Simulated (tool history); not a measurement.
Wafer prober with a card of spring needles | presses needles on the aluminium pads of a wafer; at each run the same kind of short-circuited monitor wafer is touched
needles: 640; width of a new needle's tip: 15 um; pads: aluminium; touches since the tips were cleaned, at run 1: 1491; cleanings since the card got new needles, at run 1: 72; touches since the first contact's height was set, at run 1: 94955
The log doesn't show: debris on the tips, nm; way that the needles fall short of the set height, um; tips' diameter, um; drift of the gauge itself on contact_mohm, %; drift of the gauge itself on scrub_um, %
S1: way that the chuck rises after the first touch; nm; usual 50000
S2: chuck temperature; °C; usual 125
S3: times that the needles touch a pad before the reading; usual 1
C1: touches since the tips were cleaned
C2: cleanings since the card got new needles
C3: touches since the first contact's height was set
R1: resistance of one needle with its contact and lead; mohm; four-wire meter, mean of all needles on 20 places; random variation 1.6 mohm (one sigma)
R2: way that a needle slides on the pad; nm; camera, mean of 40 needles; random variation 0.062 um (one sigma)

| run | day | S1 | S2 | S3 | C1 | C2 | C3 | R1 | R2 |
|---|---|---|---|---|---|---|---|---|---|
| 1 | 0 | 50000 | 125 | 1 | 1491 | 72 | 94955 | 224 | 6380 |
|  | 0.192 | tips cleaned on abrasive film |
|  | 0.446 | tips cleaned on abrasive film |
|  | 0.7 | tips cleaned on abrasive film |
|  | 0.958 | tips cleaned on abrasive film |
| 2 | 1.138 | 50000 | 125 | 1 | 2223 | 76 | 108765 | 247 | 6140 |
|  | 1.267 | tips cleaned on abrasive film |
|  | 1.521 | tips cleaned on abrasive film |
|  | 1.838 | tips cleaned on abrasive film |
|  | 2.158 | tips cleaned on abrasive film |
|  | 2.475 | tips cleaned on abrasive film |
| 3 | 2.712 | 50000 | 125 | 1 | 2949 | 81 | 127935 | 287 | 6090 |
|  | 2.779 | tips cleaned on abrasive film |
|  | 3.038 | tips cleaned on abrasive film |
|  | 3.354 | tips cleaned on abrasive film |
|  | 3.608 | tips cleaned on abrasive film |
|  | 3.862 | tips cleaned on abrasive film |
|  | 4.179 | tips cleaned on abrasive film |
|  | 4.433 | tips cleaned on abrasive film |
| 4 | 4.525 | 50000 | 125 | 1 | 1118 | 88 | 149909 | 218 | 6030 |
|  | 4.717 | tips cleaned on abrasive film |
|  | 4.975 | tips cleaned on abrasive film |
|  | 5.05 | height of the first contact set anew |
|  | 5.304 | tips cleaned on abrasive film |
|  | 5.558 | tips cleaned on abrasive film |
|  | 5.875 | tips cleaned on abrasive film |
|  | 6.129 | tips cleaned on abrasive film |
| 5 | 6.275 | 50000 | 125 | 1 | 1805 | 94 | 14936 | 236 | 6820 |
|  | 6.408 | tips cleaned on abrasive film |
|  | 6.662 | tips cleaned on abrasive film |
|  | 6.979 | tips cleaned on abrasive film |
|  | 7.233 | tips cleaned on abrasive film |
|  | 7.488 | tips cleaned on abrasive film |
|  | 7.742 | tips cleaned on abrasive film |
|  | 8.062 | tips cleaned on abrasive film |
|  | 8.175 | tips cleaned on abrasive film, once more |
| 6 | 8.175 | 50000 | 125 | 1 | 0 | 102 | 37936 | 177 | 6680 |
|  | 8.433 | tips cleaned on abrasive film |
|  | 8.75 | tips cleaned on abrasive film |
|  | 9.067 | tips cleaned on abrasive film |
| 7 | 9.067 | 34000 | 125 | 1 | 4 | 105 | 48755 | 203 | 4460 |
|  | 9.338 | tips cleaned on abrasive film |
|  | 9.592 | tips cleaned on abrasive film |
|  | 9.846 | tips cleaned on abrasive film |
|  | 10.162 | tips cleaned on abrasive film |
|  | 10.479 | tips cleaned on abrasive film |
| 8 | 10.646 | 34000 | 125 | 1 | 2047 | 110 | 67973 | 355 | 4410 |
|  | 10.775 | tips cleaned on abrasive film |
|  | 11.033 | tips cleaned on abrasive film |
|  | 11.35 | tips cleaned on abrasive film |
|  | 11.604 | tips cleaned on abrasive film |
|  | 11.858 | tips cleaned on abrasive film |
| 9 | 12.05 | 34000 | 125 | 1 | 2348 | 115 | 84998 | 384 | 4280 |
|  | 12.117 | tips cleaned on abrasive film |
|  | 12.371 | tips cleaned on abrasive film |
|  | 12.625 | tips cleaned on abrasive film |
| 10 | 12.862 | 34000 | 125 | 1 | 2913 | 118 | 94841 | 434 | 4320 |
|  | 12.929 | tips cleaned on abrasive film |
|  | 13.183 | tips cleaned on abrasive film |
|  | 13.438 | tips cleaned on abrasive film |
|  | 13.754 | tips cleaned on abrasive film |
| 11 | 13.996 | 50000 | 125 | 1 | 2975 | 122 | 108630 | 275 | 6380 |
|  | 14.062 | tips cleaned on abrasive film |
|  | 14.317 | tips cleaned on abrasive film |
|  | 14.638 | tips cleaned on abrasive film |
|  | 14.892 | tips cleaned on abrasive film |
|  | 15.146 | tips cleaned on abrasive film |
|  | 15.462 | tips cleaned on abrasive film |
| 12 | 15.471 | 50000 | 125 | 1 | 84 | 128 | 126479 | 185 | 6310 |
|  | 15.725 | tips cleaned on abrasive film |
|  | 15.979 | tips cleaned on abrasive film |
|  | 16.233 | tips cleaned on abrasive film |
|  | 16.529 | tips cleaned on abrasive film |
| 13 | 16.529 | 50000 | 125 | 1 | 0 | 132 | 139335 | 182 | 6210 |
|  | 16.783 | tips cleaned on abrasive film |
|  | 17.104 | tips cleaned on abrasive film |
|  | 17.358 | tips cleaned on abrasive film |
|  | 17.675 | tips cleaned on abrasive film |
|  | 17.929 | tips cleaned on abrasive film |
|  | 17.942 | height of the first contact set anew |
|  | 18.196 | tips cleaned on abrasive film |
| 14 | 18.321 | 30000 | 65 | 2 | 1528 | 138 | 4618 | 288 | 4160 |
|  | 18.512 | tips cleaned on abrasive film |
|  | 18.767 | tips cleaned on abrasive film |
|  | 19.088 | tips cleaned on abrasive film |
|  | 19.342 | tips cleaned on abrasive film |
| 15 | 19.475 | 50000 | 108 | 2 | 1638 | 142 | 18615 | 212 | 6800 |

Run 16 comes next. What will it give?
|  | 19.604 | tips cleaned on abrasive film |
|  | 19.921 | tips cleaned on abrasive film |
|  | 20.175 | tips cleaned on abrasive film |
|  | 20.492 | tips cleaned on abrasive film |
| 16 | 20.571 | 66000 | 125 | 3 | 949 | 146 | 31920 | ? | ? |

Run 16 gave R1 176 mohm, R2 8970 nm.
Without the tool's hidden state the same run would have given R1 161 mohm, R2 9090 nm.

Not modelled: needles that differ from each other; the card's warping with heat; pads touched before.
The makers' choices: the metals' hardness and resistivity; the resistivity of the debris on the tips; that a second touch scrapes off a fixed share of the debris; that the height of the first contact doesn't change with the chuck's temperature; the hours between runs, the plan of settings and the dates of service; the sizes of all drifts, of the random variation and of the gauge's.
